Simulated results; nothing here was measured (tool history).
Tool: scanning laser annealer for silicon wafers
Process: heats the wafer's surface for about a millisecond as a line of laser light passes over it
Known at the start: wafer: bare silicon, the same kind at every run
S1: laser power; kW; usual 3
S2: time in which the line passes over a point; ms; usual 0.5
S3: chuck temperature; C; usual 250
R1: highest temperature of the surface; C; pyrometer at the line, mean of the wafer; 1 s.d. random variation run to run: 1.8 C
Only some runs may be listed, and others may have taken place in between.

run	hour	S1	S2	S3	R1
1	0	3	0.5	250	929
2	6.6	3	0.5	250	927
# hour 9.8: window over the wafer cleaned
3	17	3	0.5	250	974
4	23.9	2.685	0.5	250	873
5	31.1	3	0.398	250	903
6	35.6	3	0.398	250	901
7	42.8	3	0.398	250	906
# hour 46.6: laser's power meter calibrated
8	52.1	3	0.398	250	902
9	58.3	3	0.398	250	902
10	67.2	3	0.398	250	900
11	72.8	3.229	0.398	250	970
12	81.2	3.229	0.398	250	968
13	85.4	3.049	0.437	250	945
# hour 95.3: laser's power meter calibrated, once more
14	95.8	2.631	0.5	267	873
15	103.9	3	0.5	284	1005
16	112.5	3	0.5	284	1007
17	117.7	3	0.5	284	1009
18	121.8	3.038	0.5	275	1011
19	128.4	3.038	0.5	275	1007
20	134.3	3.155	0.5	240	1012
21	143.2	3.093	0.5	250	1002
22	147.2	2.628	0.477	239	832
23	154.3	2.628	0.477	239	831
24	160.4	2.628	0.477	239	830

Below, each run's measurement less what the same run would have read without the hidden state. Both values contain the same run-to-run variation, but the gauge's scatter may not be the same in both:
Hidden conditions of the tool in this case: light that passes the window, % of a clean one's; laser's true power over the reading, %; width of the line over the set one, %; drift of the gauge itself on peak_c, C.
run	R1
1	-56
2	-56
3	-8
4	-7
5	-6
6	-7
7	-7
8	-7
9	-8
10	-8
11	-9
12	-10
13	-9
14	-9
15	-10
16	-11
17	-11
18	-11
19	-11
20	-11
21	-11
22	-9
23	-9
24	-9
